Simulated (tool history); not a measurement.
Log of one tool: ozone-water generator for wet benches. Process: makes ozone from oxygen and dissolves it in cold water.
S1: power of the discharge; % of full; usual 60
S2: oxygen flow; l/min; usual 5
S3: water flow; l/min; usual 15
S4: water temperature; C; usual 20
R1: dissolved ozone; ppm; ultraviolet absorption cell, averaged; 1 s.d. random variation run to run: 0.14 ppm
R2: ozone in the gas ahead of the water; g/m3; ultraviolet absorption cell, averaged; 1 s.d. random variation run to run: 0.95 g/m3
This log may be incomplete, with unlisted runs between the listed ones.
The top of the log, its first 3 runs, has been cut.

run	day	S1	S2	S3	S4	R1	R2
4	16.004	60	5	15	20	14.1	157.1
# day 17.258: contactor cleaned
5	21.133	60	5	15	20	15.2	155.4
6	27.392	44	5	15	20	11.5	116.2
7	31.483	44	5	15	20	11.3	117.8
8	36.862	60	5	21	20	11.7	153.7
9	42.146	60	5	21	20	11.8	154.4
10	45.35	60	5	21	20	11.7	155.6
11	49.117	60	5	21	20	11.6	154.9
12	55.392	60	8.44	15	20	13.9	116.5
13	60.85	60	5	15	20	14.8	155.2
14	66.808	60	3.54	15	20	14.9	183.2
15	71.892	60	3.54	15	20	14.6	183.3
16	75.654	60	5	15	20	14.8	152.9
17	79.233	49	6.21	19	21	10.3	114.6
18	85.092	70	5	22	20	12.4	174.6
19	88.471	78	5	22	13	15	191.3

Run 20 has not been measured yet. What should we expect?
20	94.908	60	3.06	19	17	?	?

R1: 12.3 ppm
R2: 196.5 g/m3
Had the tool carried no hidden state, the very same run would have given R1 13.3 ppm, R2 207.2 g/m3.

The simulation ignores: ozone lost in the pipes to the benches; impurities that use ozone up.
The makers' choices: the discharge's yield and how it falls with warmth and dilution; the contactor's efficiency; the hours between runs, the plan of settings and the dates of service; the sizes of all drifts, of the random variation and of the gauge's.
